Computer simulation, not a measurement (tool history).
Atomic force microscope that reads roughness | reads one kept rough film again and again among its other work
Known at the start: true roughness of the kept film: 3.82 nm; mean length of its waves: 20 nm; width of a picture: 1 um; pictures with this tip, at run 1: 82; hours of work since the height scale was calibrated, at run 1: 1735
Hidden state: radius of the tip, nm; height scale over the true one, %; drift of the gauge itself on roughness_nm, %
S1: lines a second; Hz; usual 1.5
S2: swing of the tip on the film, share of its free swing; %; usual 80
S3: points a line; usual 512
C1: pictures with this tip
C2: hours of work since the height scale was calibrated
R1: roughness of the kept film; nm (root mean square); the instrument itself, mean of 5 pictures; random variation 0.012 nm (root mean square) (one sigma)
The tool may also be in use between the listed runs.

Run 1, day 0: usual settings; C1 82; C2 1735. Result: R1 2.62 nm (root mean square).
Run 2, day 1.562: usual settings; C1 145; C2 1757. Result: R1 2.349 nm (root mean square).
At day 2.871: new tip fitted.
Run 3, day 3.962: usual settings; C1 44; C2 1790. Result: R1 2.744 nm (root mean square).
Run 4, day 5.904: usual settings; C1 122; C2 1817. Result: R1 2.422 nm (root mean square).
At day 7.912: new tip fitted.
Run 5, day 7.942: usual settings; C1 1; C2 1846. Result: R1 2.977 nm (root mean square).
Run 6, day 10.938: usual settings; C1 121; C2 1887. Result: R1 2.438 nm (root mean square).
Run 7, day 12.3: usual settings; C1 176; C2 1906. Result: R1 2.258 nm (root mean square).
At day 12.812: new tip fitted.
Run 8, day 13.971: usual settings; C1 47; C2 1930. Result: R1 2.713 nm (root mean square).
Run 9, day 16.525: usual settings but S2 69 %; C1 150; C2 1965. Result: R1 2.416 nm (root mean square).
At day 17.917: new tip fitted.
At day 19.35: height scale calibrated on a step standard.
Run 10, day 19.708: usual settings; C1 71; C2 5. Result: R1 2.545 nm (root mean square).
Run 11, day 21.954: usual settings; C1 161; C2 36. Result: R1 2.192 nm (root mean square).
At day 22.883: new tip fitted.
Run 12, day 24.567: usual settings; C1 67; C2 72. Result: R1 2.616 nm (root mean square).
Run 13, day 27.062: usual settings; C1 168; C2 107. Result: R1 2.215 nm (root mean square).
At day 27.875: new tip fitted.
Run 14, day 29.446: usual settings but S1 1.02 Hz; C1 63; C2 140. Result: R1 2.645 nm (root mean square).
Run 15, day 31.654: usual settings but S1 1.02 Hz; C1 152; C2 171. Result: R1 2.293 nm (root mean square).
At day 32.871: new tip fitted.
Run 16, day 34.262: usual settings but S1 1.02 Hz; C1 56; C2 207. Result: R1 2.714 nm (root mean square).
Run 17, day 36.688: usual settings but S3 537; C1 154; C2 241. Result: R1 2.284 nm (root mean square).
At day 37.896: new tip fitted.
Run 18, day 38.383: usual settings but S3 886; C1 20; C2 264. Result: R1 2.843 nm (root mean square).
Run 19, day 39.921: usual settings but S3 886; C1 82; C2 286. Result: R1 2.583 nm (root mean square).
At day 43.012: new tip fitted.
Run 20, day 43.229: usual settings but S2 78 %, S3 886; C1 9; C2 332. Result: R1 2.944 nm (root mean square).
Run 21, day 45.221: usual settings but S2 78 %, S3 886; C1 89; C2 360. Result: R1 2.568 nm (root mean square).
Run 22, day 46.583: usual settings but S1 0.64 Hz, S3 312; C1 144; C2 379. Result: R1 2.397 nm (root mean square).
At day 47.925: new tip fitted.
Run 23, day 49.833: usual settings but S1 0.98 Hz, S3 370; C1 76; C2 424. Result: R1 2.637 nm (root mean square).
Run 24, day 52.55: usual settings but S2 82 %; C1 186; C2 462. Result: R1 2.168 nm (root mean square).
At day 53: new tip fitted.
Run 25, day 54.496: usual settings but S1 3.03 Hz, S2 74 %; C1 60; C2 488. Result: R1 2.558 nm (root mean square).
Run 26, day 56.917: usual settings but S1 1.93 Hz, S2 62 %; C1 158; C2 522. Result: R1 2.371 nm (root mean square).
At day 57.996: new tip fitted.
Run 27, day 59.512: usual settings but S1 2.45 Hz, S2 85 %, S3 455; C1 61; C2 558. Result: R1 2.387 nm (root mean square).
Run 28, day 61.088: usual settings but S1 2.45 Hz, S2 85 %, S3 869; C1 124; C2 580. Result: R1 2.169 nm (root mean square).
At day 63.079: new tip fitted.
Run 29, day 63.771: usual settings but S1 2.45 Hz, S2 85 %, S3 869; C1 28; C2 617. Result: R1 2.581 nm (root mean square).
Run 30, day 66.317: usual settings but S1 2.45 Hz, S2 85 %, S3 869; C1 130; C2 653. Result: R1 2.197 nm (root mean square).
At day 68.075: new tip fitted.
Run 31, day 69.458: usual settings but S1 0.85 Hz, S2 60 %, S3 281; C1 56; C2 696. Result: R1 2.775 nm (root mean square).
Run 32, day 72.258: usual settings but S1 0.85 Hz, S2 60 %, S3 281; C1 169; C2 736. Result: R1 2.337 nm (root mean square).
At day 73.054: new tip fitted.
Run 33, day 74.988: usual settings but S1 2.63 Hz, S3 937; C1 78; C2 773. Result: R1 2.421 nm (root mean square).
Run 34, day 77.217: usual settings but S1 2.63 Hz, S3 937; C1 168; C2 804. Result: R1 2.1 nm (root mean square).
At day 78.058: new tip fitted.
Run 35, day 79.392: usual settings but S2 65 %, S3 288; C1 53; C2 834. Result: R1 2.74 nm (root mean square).
Run 36, day 82.2: usual settings but S1 2.94 Hz, S3 659; C1 167; C2 874. Result: R1 2.087 nm (root mean square).
At day 82.938: new tip fitted.
Run 37, day 85.362: usual settings but S1 1.12 Hz, S3 436; C1 97; C2 917. Result: R1 2.527 nm (root mean square).
At day 87.892: new tip fitted.
Run 38, day 88.308: usual settings but S1 1.74 Hz, S2 83 %, S3 282; C1 17; C2 958. Result: R1 2.714 nm (root mean square).
Run 39, day 91.15: usual settings but S1 1.74 Hz, S2 83 %, S3 282; C1 132; C2 998. Result: R1 2.262 nm (root mean square).
At day 93.004: new tip fitted.
Run 40, day 93.046: usual settings but S1 1.74 Hz, S2 83 %, S3 282; C1 1; C2 1024. Result: R1 2.824 nm (root mean square).
Run 41, day 96.317: usual settings but S2 85 %, S3 968; C1 133; C2 1070. Result: R1 2.309 nm (root mean square).

Forecast each of these 5 alternatives for the next run:
At day 97.896: new tip fitted.
Run A, day 98.962: usual settings but S1 1.27 Hz, S2 85 %, S3 1008; C1 43; C2 1106. Result: R1 ?.
At day 97.896: new tip fitted.
Run B, day 98.962: usual settings but S2 64 %, S3 968; C1 43; C2 1106. Result: R1 ?.
At day 97.896: new tip fitted.
Run C, day 98.962: usual settings but S1 1.51 Hz, S2 82 %; C1 43; C2 1106. Result: R1 ?.
At day 97.896: new tip fitted.
Run D, day 98.962: usual settings but S1 3.33 Hz, S2 66 %, S3 480; C1 43; C2 1106. Result: R1 ?.
At day 97.896: new tip fitted.
Run E, day 98.962: usual settings but S1 0.71 Hz, S2 60 %; C1 43; C2 1106. Result: R1 ?.

run     R1
  A  2.711
  B  2.865
  C  2.692
  D  2.734
  E  2.891
Without the tool's hidden state the same runs would have given:
run     R1
  A   2.93
  B  3.095
  C  2.909
  D  2.954
  E  3.123

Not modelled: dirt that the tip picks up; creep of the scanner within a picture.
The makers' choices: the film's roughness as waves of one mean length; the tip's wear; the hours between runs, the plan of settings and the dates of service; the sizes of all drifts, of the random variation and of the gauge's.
